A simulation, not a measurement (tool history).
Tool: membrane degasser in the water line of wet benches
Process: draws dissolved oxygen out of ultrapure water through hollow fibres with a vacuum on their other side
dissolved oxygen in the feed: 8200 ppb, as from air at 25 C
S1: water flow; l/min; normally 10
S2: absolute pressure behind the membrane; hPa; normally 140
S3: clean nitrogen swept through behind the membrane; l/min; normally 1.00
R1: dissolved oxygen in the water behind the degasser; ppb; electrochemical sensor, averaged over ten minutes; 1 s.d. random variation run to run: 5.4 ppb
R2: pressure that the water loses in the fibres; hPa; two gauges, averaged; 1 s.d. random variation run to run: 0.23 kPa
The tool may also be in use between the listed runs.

run	hour	S1	S2	S3	R1	R2
1	0.0	10	140	1.00	569.3	573.1
2	68.8	10	140	1.00	567.9	568.9
3	118.5	10	140	1.00	574.8	574.2
4	183.5	10	140	1.24	535.0	572.0
5	271.6	10	140	1.71	486.7	574.4
6	330.4	10	140	1.00	579.0	576.1
# hour 340.2: seals of the vacuum lines changed
7	404.3	10	140	1.00	571.4	573.3
8	442.2	7	151	0.92	326.6	402.9
9	503.7	7	151	0.92	322.6	405.9
10	578.9	7	158	1.82	237.8	404.5
11	615.0	13	259	2.69	840.4	746.7
12	668.7	13	259	2.69	845.3	750.0
13	709.4	9	259	1.38	589.7	522.4

Some steps in R1 between neighbouring runs. How much of each would the tool show without its hidden state too (settings, what came in, random variation), and how much is left for the hidden state, with any gauge scatter that isn't in both results?
The hidden state here: membrane still open, %; true pressure behind the membrane over the reading, kPa; air that leaks in behind the membrane, l/min; drift of the gauge itself on oxygen_ppb, %; drift of the gauge itself on loss_of_pressure_kpa, %.
Run 10 -> 11: S1 7 -> 13, S2 158 -> 259, S3 1.82 -> 2.69. R1 +602.6 ppb: hidden state +25.6, all else +577.0.
